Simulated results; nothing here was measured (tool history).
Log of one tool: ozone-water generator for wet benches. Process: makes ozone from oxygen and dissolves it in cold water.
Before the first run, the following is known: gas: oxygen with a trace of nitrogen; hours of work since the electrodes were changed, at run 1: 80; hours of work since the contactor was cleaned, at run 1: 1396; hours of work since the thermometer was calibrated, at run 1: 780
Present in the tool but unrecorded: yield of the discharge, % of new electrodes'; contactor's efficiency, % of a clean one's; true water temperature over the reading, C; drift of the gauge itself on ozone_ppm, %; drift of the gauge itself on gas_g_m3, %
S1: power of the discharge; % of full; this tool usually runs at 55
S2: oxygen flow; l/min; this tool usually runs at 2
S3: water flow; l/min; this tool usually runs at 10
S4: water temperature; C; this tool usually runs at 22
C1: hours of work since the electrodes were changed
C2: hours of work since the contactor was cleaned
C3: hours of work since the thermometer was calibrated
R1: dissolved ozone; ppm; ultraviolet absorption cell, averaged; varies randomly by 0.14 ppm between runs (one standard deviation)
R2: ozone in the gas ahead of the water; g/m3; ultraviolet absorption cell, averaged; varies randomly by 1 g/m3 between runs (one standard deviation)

| run | hour | S1 | S2 | S3 | S4 | C1 | C2 | C3 | R1 | R2 |
|---|---|---|---|---|---|---|---|---|---|---|
| 1 | 0.0 | 55 | 2 | 10 | 22 | 80 | 1396 | 780 | 16.7 | 182.0 |
| 2 | 170.9 | 55 | 2 | 10 | 22 | 183 | 1498 | 882 | 16.6 | 183.2 |
| 3 | 340.2 | 55 | 2 | 10 | 22 | 284 | 1600 | 984 | 16.9 | 180.5 |
| 4 | 500.4 | 55 | 2 | 10 | 24 | 381 | 1696 | 1080 | 16.2 | 182.4 |
| 5 | 582.9 | 55 | 2 | 10 | 24 | 430 | 1746 | 1130 | 16.3 | 183.1 |
| 6 | 756.8 | 55 | 2 | 10 | 24 | 535 | 1850 | 1234 | 16.1 | 179.7 |
| 7 | 931.7 | 55 | 2 | 10 | 22 | 640 | 1955 | 1339 | 16.5 | 182.5 |
| 8 | 1125.8 | 55 | 2 | 10 | 22 | 756 | 2072 | 1456 | 16.6 | 183.5 |
| 9 | 1297.7 | 55 | 2 | 10 | 22 | 859 | 2175 | 1559 | 16.5 | 181.6 |
| 10 | 1385.2 | 55 | 2 | 10 | 22 | 912 | 2228 | 1612 | 16.7 | 183.9 |
| 11 | 1572.3 | 55 | 2 | 10 | 22 | 1024 | 2340 | 1724 | 16.7 | 182.0 |
| 12 | 1736.0 | 55 | 2 | 10 | 22 | 1123 | 2438 | 1822 | 16.6 | 183.1 |
| 13 | 1936.9 | 55 | 2 | 10 | 22 | 1243 | 2559 | 1943 | 16.7 | 184.0 |
| 14 | 2065.0 | 55 | 2 | 10 | 22 | 1320 | 2636 | 2020 | 16.7 | 181.3 |
| 15 | 2217.8 | 55 | 2 | 9 | 22 | 1412 | 2728 | 2112 | 18.3 | 183.0 |
| 16 | 2395.3 | 55 | 2 | 10 | 22 | 1519 | 2834 | 2218 | 16.5 | 184.0 |
| 17 | 2557.0 | 55 | 2 | 10 | 18 | 1616 | 2931 | 2315 | 17.7 | 183.4 |
| 18 | 2688.3 | 55 | 2 | 10 | 18 | 1695 | 3010 | 2394 | 17.7 | 182.2 |
| 19 | 2893.4 | 74 | 2 | 15 | 22 | 1818 | 3133 | 2517 | 12.9 | 218.0 |

What will run 20 give?
| 20 | 3036.1 | 45 | 2 | 13 | 21 | 1903 | 3219 | 2603 | ? | ? |

{"run 20": {"R1": 11.6, "R2": 166.0}}
Minus the tool's unlogged condition, the same run would have read R1 11.6 ppm, R2 162.6 g/m3.
